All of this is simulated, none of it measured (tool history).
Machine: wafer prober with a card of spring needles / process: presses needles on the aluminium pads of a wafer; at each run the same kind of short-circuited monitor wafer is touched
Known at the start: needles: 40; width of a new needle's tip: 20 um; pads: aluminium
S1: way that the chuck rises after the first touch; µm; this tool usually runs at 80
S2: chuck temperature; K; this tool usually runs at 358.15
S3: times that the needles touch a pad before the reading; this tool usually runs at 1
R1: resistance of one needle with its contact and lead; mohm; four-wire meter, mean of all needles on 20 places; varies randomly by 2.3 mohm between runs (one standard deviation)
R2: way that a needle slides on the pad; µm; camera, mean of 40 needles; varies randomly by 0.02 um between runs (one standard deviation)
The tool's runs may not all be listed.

run,hour,S1,S2,S3,R1,R2
1,0.0,80,358.15,1,316,12.45
# hour 13.7: tips cleaned on abrasive film
2,26.1,80,358.15,1,310,12.42
# hour 42.6: tips cleaned on abrasive film
3,60.4,80,358.15,1,318,12.43
# hour 71.0: tips cleaned on abrasive film
4,89.0,75,358.15,1,329,11.61
# hour 100.4: tips cleaned on abrasive film
# hour 126.2: height of the first contact set anew
# hour 131.1: tips cleaned on abrasive film
5,147.7,75,358.15,1,317,11.83
# hour 161.2: tips cleaned on abrasive film
# hour 190.6: tips cleaned on abrasive film
6,203.3,75,358.15,1,322,11.80
# hour 218.8: tips cleaned on abrasive film
7,237.1,75,358.15,1,328,11.80
# hour 248.0: tips cleaned on abrasive film
# hour 275.2: tips cleaned on abrasive film
8,275.2,75,358.15,1,258,11.77
# hour 306.6: tips cleaned on abrasive film
# hour 338.1: tips cleaned on abrasive film
9,338.1,75,358.15,1,266,11.76
10,364.5,68,301.15,1,345,10.62
# hour 369.1: tips cleaned on abrasive film
# hour 396.4: tips cleaned on abrasive film
11,397.8,68,301.15,1,264,10.61
# hour 424.9: tips cleaned on abrasive film
12,447.5,80,304.15,1,314,12.47
# hour 454.3: tips cleaned on abrasive film
# hour 482.9: tips cleaned on abrasive film
13,503.1,80,304.15,1,312,12.45
# hour 512.3: tips cleaned on abrasive film
# hour 541.1: tips cleaned on abrasive film
14,541.7,76,304.15,2,248,11.80
# hour 571.6: tips cleaned on abrasive film
15,587.6,64,337.15,1,343,9.92
# hour 601.3: tips cleaned on abrasive film
# hour 626.5: height of the first contact set anew
# hour 630.7: tips cleaned on abrasive film
16,646.8,75,304.15,1,314,11.81
# hour 661.3: tips cleaned on abrasive film
# hour 688.5: tips cleaned on abrasive film
17,697.0,81,315.15,2,275,12.72
# hour 719.0: tips cleaned on abrasive film
# hour 746.6: tips cleaned on abrasive film
18,749.8,93,317.15,2,254,14.59

Below, some changes in R1 between adjacent runs. For each, the amount present without the hidden state too (settings, incoming material, random variation) and the amount remaining for the hidden state with gauge scatter not shared by both compared results:
Unlogged tool condition in this case: debris on the tips, nm; way that the needles fall short of the set height, um; tips' diameter, um; drift of the gauge itself on contact_mohm, %; drift of the gauge itself on scrub_um, %.
Run 9 -> 10: S1 75 -> 68, S2 358.15 -> 301.15. R1 +79 mohm: hidden state +94, all else -15.
Run 14 -> 15: S1 76 -> 64, S2 304.15 -> 337.15, S3 2 -> 1, tips cleaned on abrasive film. R1 +95 mohm: hidden state +85, all else +10.
